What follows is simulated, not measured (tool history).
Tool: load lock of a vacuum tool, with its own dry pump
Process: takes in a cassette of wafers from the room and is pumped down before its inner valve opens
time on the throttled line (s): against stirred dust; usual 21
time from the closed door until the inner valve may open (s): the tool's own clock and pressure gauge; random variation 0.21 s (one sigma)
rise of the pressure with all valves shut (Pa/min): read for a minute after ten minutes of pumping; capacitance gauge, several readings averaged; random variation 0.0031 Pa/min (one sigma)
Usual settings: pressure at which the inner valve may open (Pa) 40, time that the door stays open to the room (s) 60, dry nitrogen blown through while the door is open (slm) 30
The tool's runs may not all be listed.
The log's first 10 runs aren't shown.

run,hour,time on the throttled line (s),pressure at which the inner valve may open (Pa),time that the door stays open to the room (s),dry nitrogen blown through while the door is open (slm),hours that the pump has run since its overhaul,times that the door has closed on its seal,"incoming humidity of the room's air, %",time from the closed door until the inner valve may open (s),rise of the pressure with all valves shut (Pa/min)
11,1143.4,21,40,29,30,7357,18709,45,37,0.107
12,1288.5,21,40,29,30,7502,18995,45.5,36.5,0.109
13,1424.9,21,40,60,30,7639,19265,44.9,36.3,0.124
14,1557,21,33,60,30,7771,19526,45.6,36.9,0.131
15,1681.2,21,33,60,30,7895,19772,45.9,37.1,0.123
16,1806.5,21,40,60,30,8020,20020,44.2,36.7,0.124
17,1909.3,21,40,60,30,8123,20223,44.1,36.5,0.124
18,2021.6,11,40,60,30,8235,20445,38.4,29.8,0.117
19,2164.6,20,70,29,17,8378,20728,46.9,34.2,0.137
20,2243.9,20,70,29,17,8458,20884,45.6,34.3,0.13

Run 21 comes next. What will it give?
21,2315.7,20,70,29,17,8529,21026,45,?,?

time from the closed door until the inner valve may open (s): 34.2
rise of the pressure with all valves shut (Pa/min): 0.127
Without the tool's hidden state the same run would have given time from the closed door until the inner valve may open (s) 32.2, rise of the pressure with all valves shut (Pa/min) 0.065.
